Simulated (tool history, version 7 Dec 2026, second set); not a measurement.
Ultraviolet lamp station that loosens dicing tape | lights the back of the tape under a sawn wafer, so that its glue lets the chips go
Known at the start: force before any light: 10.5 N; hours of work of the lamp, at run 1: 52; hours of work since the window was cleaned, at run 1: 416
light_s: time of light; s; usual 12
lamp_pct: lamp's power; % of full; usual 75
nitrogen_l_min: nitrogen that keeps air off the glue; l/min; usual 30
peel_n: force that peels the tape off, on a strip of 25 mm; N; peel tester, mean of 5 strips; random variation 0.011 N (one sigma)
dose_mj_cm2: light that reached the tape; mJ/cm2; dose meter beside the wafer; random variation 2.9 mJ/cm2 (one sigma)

run  hour  light_s  lamp_pct  nitrogen_l_min  hours of work of the lamp  hours of work since the window was cleaned  peel_n  dose_mj_cm2
  1     0       12        75              30                         52                                         416   0.596          390
  2   7.3       12        75              30                         57                                         420   0.592          392
  3  15.3       12        75               9                         61                                         424   1.552          382
  4  24.3       12        75               9                         66                                         429    1.61          387
  5  33.9       12        75              23                         71                                         435   0.755          384
  6  42.6       12        75              30                         76                                         439   0.631          386
  7  47.5       12        75              30                         79                                         442   0.625          384
  8  52.8       12        97              18                         82                                         445   0.532          491
  9  62.6        7        67              26                         88                                         451   2.296          197
 10  66.7        7        92              26                         90                                         453   1.346          275
 11  72.6        7        77              17                         93                                         456   2.339          226
 12  79.5        7        77              17                         97                                         460   2.381          228

Measured less the same run without the tool's hidden state. The same run-to-run variation is in both; the gauge's scatter may not be:
The hidden state here: lamp's light, % of a new lamp's; light that the window lets through, % of a clean one's; drift of the gauge itself on peel_n, %; drift of the gauge itself on dose_mj_cm2, %.
run  peel_n  dose_mj_cm2
  1  +0.079          -26
  2   +0.08          -26
  3   +0.18          -27
  4  +0.192          -28
  5  +0.111          -28
  6  +0.095          -29
  7  +0.096          -30
  8  +0.082          -39
  9  +0.252          -16
 10  +0.189          -22
 11  +0.257          -20
 12  +0.268          -19

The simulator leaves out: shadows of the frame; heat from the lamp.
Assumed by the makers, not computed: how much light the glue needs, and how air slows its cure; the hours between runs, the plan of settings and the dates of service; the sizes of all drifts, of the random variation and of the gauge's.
